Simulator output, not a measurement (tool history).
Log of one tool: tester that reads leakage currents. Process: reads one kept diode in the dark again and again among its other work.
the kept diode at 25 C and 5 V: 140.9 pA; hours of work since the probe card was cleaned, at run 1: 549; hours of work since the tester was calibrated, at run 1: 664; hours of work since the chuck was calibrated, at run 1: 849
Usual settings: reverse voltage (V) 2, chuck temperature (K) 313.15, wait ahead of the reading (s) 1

run,day,reverse voltage (V),chuck temperature (K),wait ahead of the reading (s),hours of work since the probe card was cleaned,hours of work since the tester was calibrated,hours of work since the chuck was calibrated,current that the tester gives (pA)
1,0,2,313.15,1,549,664,849,238.94
2,1.758,2,296.15,1,570,685,870,71.95
3,5.162,2,296.15,0.97,612,727,911,72.39
4,7.354,2,296.15,0.97,638,753,938,72.51
5,10.017,2,296.15,0.97,671,786,970,72.43
6,12.567,2.29,296.15,0.97,702,817,1001,78.46
7,14.321,2,313.15,1,723,838,1023,239.55
8,16.383,2,313.15,8.03,748,863,1048,239.34
9,17.838,2,313.15,8.03,765,881,1065,238.42
10,19.354,2,313.15,8.03,784,899,1084,239.54
11,22.671,2,313.15,8.03,824,939,1124,238.19
12,24.104,2,313.15,1,842,957,1141,238.65
13,26.9,2,313.15,1,876,991,1175,239.42
14,30.054,2,331.15,1,914,1029,1214,744.65

Forecast run 15:
15,31.562,2,293.15,1,932,1047,1232,?

{"run 15": {"current that the tester gives (pA)": 57.73}}
Without the tool's hidden state the same run would have given current that the tester gives (pA) 57.79.

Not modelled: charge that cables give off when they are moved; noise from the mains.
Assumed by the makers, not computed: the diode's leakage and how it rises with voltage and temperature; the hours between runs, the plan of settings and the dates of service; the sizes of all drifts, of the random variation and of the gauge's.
